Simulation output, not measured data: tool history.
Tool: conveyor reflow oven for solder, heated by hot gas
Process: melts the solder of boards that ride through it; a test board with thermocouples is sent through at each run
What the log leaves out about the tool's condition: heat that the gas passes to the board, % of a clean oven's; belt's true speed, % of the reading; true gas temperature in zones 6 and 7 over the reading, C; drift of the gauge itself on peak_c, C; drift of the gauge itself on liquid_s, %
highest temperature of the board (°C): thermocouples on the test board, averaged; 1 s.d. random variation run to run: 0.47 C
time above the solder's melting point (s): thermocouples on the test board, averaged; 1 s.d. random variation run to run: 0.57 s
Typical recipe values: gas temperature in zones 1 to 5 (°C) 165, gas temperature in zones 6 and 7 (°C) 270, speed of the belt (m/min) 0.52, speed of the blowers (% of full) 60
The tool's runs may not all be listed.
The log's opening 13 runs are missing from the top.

run,day,gas temperature in zones 1 to 5 (°C),gas temperature in zones 6 and 7 (°C),speed of the belt (m/min),speed of the blowers (% of full),hours of work since the flux was cleaned out,hours of work since the belt drive was overhauled,hours of work since the thermocouples were changed,highest temperature of the board (°C),time above the solder's melting point (s)
14,6.496,165,270,0.605,60,236,344,23,240.9,33.1
15,6.912,165,270,0.605,60,242,350,29,240.7,32.8
16,7.329,173,277,0.605,60,249,356,35,248,39.8
17,7.758,173,277,0.588,81,255,363,42,256.3,47.3
18,8.404,165,270,0.52,74,265,373,52,251.1,48.8
19,8.762,165,270,0.52,74,270,378,57,252.3,46.6
20,9.15,165,276,0.543,74,276,384,63,255.3,48.5
21,9.75,160,278,0.447,55,285,393,72,256.1,58.6
22,10.296,160,278,0.447,55,293,401,80,257.1,57.5
23,10.854,172,274,0.476,68,302,410,89,256.9,59.2
24,11.5,156,270,0.439,60,311,419,98,250.4,54
25,11.938,157,268,0.609,87,318,426,105,245.5,35
26,12.371,166,274,0.431,84,325,432,111,261.4,67.9
27,12.854,165,283,0.484,60,332,440,119,260.5,57.3
28,13.408,165,283,0.56,60,340,448,127,254.1,44
29,13.746,180,277,0.56,60,345,453,132,252.5,48.8
30,14.412,155,270,0.606,60,355,463,142,237.4,26.6

What if the next run were any one of these 5? Each begins from the tool's condition after run 30:
A,15.062,165,270,0.543,60,365,473,152,?,?
B,15.062,165,271,0.52,75,365,473,152,?,?
C,15.062,158,270,0.606,84,365,473,152,?,?
D,15.062,164,268,0.606,62,365,473,152,?,?
E,15.062,153,271,0.606,52,365,473,152,?,?

run,highest temperature of the board (°C),time above the solder's melting point (s)
A,244.5,40.6
B,252.5,48.8
C,247.1,36.6
D,238.7,30.6
E,232.7,21
Without the tool's unlogged condition, the same runs would have read:
run,highest temperature of the board (°C),time above the solder's melting point (s)
A,247.9,43.6
B,255.9,51.3
C,251.2,39.7
D,242.4,34.1
E,236.3,24.8
